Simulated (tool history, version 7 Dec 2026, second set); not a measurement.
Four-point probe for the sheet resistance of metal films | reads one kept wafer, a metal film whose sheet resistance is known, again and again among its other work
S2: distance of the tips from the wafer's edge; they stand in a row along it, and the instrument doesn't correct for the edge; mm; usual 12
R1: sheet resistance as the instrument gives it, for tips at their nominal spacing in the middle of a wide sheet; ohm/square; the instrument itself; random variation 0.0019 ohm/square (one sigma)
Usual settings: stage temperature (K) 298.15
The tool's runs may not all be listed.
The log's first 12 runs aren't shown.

{"run": 13, "hour": 162.4, "stage temperature (K)": 298.15, "S2": 12, "R1": 9.555716}
{"run": 14, "hour": 170.9, "stage temperature (K)": 298.15, "S2": 12, "R1": 9.55658}
{"hour": 172.6, "done": "stage's thermometer calibrated"}
{"run": 15, "hour": 187.1, "stage temperature (K)": 298.15, "S2": 12, "R1": 9.55249}
{"run": 16, "hour": 198.6, "stage temperature (K)": 298.15, "S2": 12, "R1": 9.553172}
{"run": 17, "hour": 207.9, "stage temperature (K)": 298.15, "S2": 44, "R1": 9.546191}
{"run": 18, "hour": 220.3, "stage temperature (K)": 304.15, "S2": 59, "R1": 9.501978}
{"run": 19, "hour": 233.5, "stage temperature (K)": 297.15, "S2": 17, "R1": 9.555548}
{"run": 20, "hour": 241.0, "stage temperature (K)": 298.15, "S2": 14, "R1": 9.554114}
{"run": 21, "hour": 248.4, "stage temperature (K)": 307.15, "S2": 4, "R1": 9.561749}
{"run": 22, "hour": 257.9, "stage temperature (K)": 294.15, "S2": 10, "R1": 9.582557}
{"hour": 259.4, "done": "stage's thermometer calibrated, once more"}
{"run": 23, "hour": 271.6, "stage temperature (K)": 294.15, "S2": 10, "R1": 9.587929}
{"run": 24, "hour": 285.3, "stage temperature (K)": 293.15, "S2": 36, "R1": 9.583898}
{"run": 25, "hour": 297.0, "stage temperature (K)": 293.15, "S2": 36, "R1": 9.583281}
{"run": 26, "hour": 309.2, "stage temperature (K)": 293.15, "S2": 36, "R1": 9.583629}
{"run": 27, "hour": 318.8, "stage temperature (K)": 298.15, "S2": 12, "R1": 9.555054}
{"run": 28, "hour": 336.6, "stage temperature (K)": 298.15, "S2": 12, "R1": 9.553376}
{"run": 29, "hour": 350.3, "stage temperature (K)": 298.15, "S2": 38, "R1": 9.545963}
{"run": 30, "hour": 366.8, "stage temperature (K)": 298.15, "S2": 38, "R1": 9.544993}
{"run": 31, "hour": 378.6, "stage temperature (K)": 298.15, "S2": 38, "R1": 9.546274}

3 ways to go on from here, each from the tool as it stands after run 31. What would each give?
{"run": "A", "hour": 394.6, "stage temperature (K)": 303.15, "S2": 4, "R1": "?"}
{"run": "B", "hour": 394.6, "stage temperature (K)": 297.15, "S2": 19, "R1": "?"}
{"run": "C", "hour": 394.6, "stage temperature (K)": 298.15, "S2": 5, "R1": "?"}

run=A R1=9.591151
run=B R1=9.557183
run=C R1=9.594931
Without the tool's hidden state the same runs would have given:
run=A R1=9.574256
run=B R1=9.540297
run=C R1=9.577991
